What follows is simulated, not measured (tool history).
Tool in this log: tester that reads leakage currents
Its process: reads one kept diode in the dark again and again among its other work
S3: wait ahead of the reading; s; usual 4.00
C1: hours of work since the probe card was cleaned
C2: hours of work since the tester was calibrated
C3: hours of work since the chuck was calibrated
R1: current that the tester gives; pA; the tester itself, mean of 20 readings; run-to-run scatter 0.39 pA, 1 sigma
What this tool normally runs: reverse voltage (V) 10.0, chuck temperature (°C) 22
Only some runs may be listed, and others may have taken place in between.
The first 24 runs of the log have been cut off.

Run 25, day 197.821: usual settings but reverse voltage (V) 2.0, chuck temperature (°C) 36, S3 1.16 s; C1 537; C2 2092; C3 272. Result: R1 165.25 pA.
At day 201.662: tester calibrated.
Run 26, day 206.275: usual settings but reverse voltage (V) 2.0, chuck temperature (°C) 36, S3 1.16 s; C1 675; C2 76; C3 410. Result: R1 166.44 pA.
Run 27, day 214.329: usual settings but reverse voltage (V) 2.0, S3 2.50 s; C1 809; C2 210; C3 544. Result: R1 56.24 pA.
Run 28, day 225.446: usual settings but reverse voltage (V) 2.0, S3 2.50 s; C1 993; C2 394; C3 728. Result: R1 54.71 pA.
Run 29, day 235.504: usual settings but reverse voltage (V) 2.0, S3 2.50 s; C1 1159; C2 561; C3 894. Result: R1 53.76 pA.
At day 237.779: chuck's temperature calibrated.
Run 30, day 242.692: usual settings but reverse voltage (V) 1.8, chuck temperature (°C) 24, S3 3.83 s; C1 1277; C2 678; C3 81. Result: R1 67.95 pA.
Run 31, day 249.908: usual settings but reverse voltage (V) 1.8, chuck temperature (°C) 24, S3 8.49 s; C1 1397; C2 798; C3 201. Result: R1 66.89 pA.
Run 32, day 255.704: usual settings but reverse voltage (V) 1.8, chuck temperature (°C) 24, S3 8.49 s; C1 1493; C2 894; C3 297. Result: R1 65.86 pA.
At day 256.479: probe card cleaned and baked.
Run 33, day 264.021: usual settings but chuck temperature (°C) 49, S3 1.04 s; C1 125; C2 1029; C3 433. Result: R1 876.54 pA.
Run 34, day 271.929: usual settings but chuck temperature (°C) 49, S3 1.04 s; C1 256; C2 1160; C3 564. Result: R1 858.46 pA.
Run 35, day 276.896: usual settings but chuck temperature (°C) 49, S3 1.04 s; C1 338; C2 1243; C3 646. Result: R1 845.52 pA.
Run 36, day 281.583: usual settings but chuck temperature (°C) 49, S3 1.04 s; C1 416; C2 1320; C3 723. Result: R1 842.08 pA.
Run 37, day 290.954: usual settings but reverse voltage (V) 9.1, chuck temperature (°C) 36, S3 0.61 s; C1 571; C2 1475; C3 879. Result: R1 317.27 pA.
At day 294.308: chuck's temperature calibrated.
Run 38, day 295.762: usual settings but reverse voltage (V) 2.5, chuck temperature (°C) 28, S3 3.15 s; C1 649; C2 1554; C3 24. Result: R1 107.80 pA.
Run 39, day 304.200: usual settings but reverse voltage (V) 2.4, chuck temperature (°C) 49, S3 8.64 s; C1 789; C2 1693; C3 164. Result: R1 460.55 pA.

Predict each of these 3 candidate next runs independently; none follows another, all start after run 39:
Run A, day 311.554: usual settings but reverse voltage (V) 2.4, chuck temperature (°C) 42, S3 2.06 s; C1 911; C2 1815; C3 286. Result: R1 ?.
Run B, day 311.554: usual settings but S3 4.28 s; C1 911; C2 1815; C3 286. Result: R1 ?.
Run C, day 311.554: usual settings but chuck temperature (°C) 48, S3 0.52 s; C1 911; C2 1815; C3 286. Result: R1 ?.

run      R1
  A  281.80
  B  127.07
  C  822.41
Without the tool's hidden state the same runs would have given:
run      R1
  A  294.34
  B  129.16
  C  856.76

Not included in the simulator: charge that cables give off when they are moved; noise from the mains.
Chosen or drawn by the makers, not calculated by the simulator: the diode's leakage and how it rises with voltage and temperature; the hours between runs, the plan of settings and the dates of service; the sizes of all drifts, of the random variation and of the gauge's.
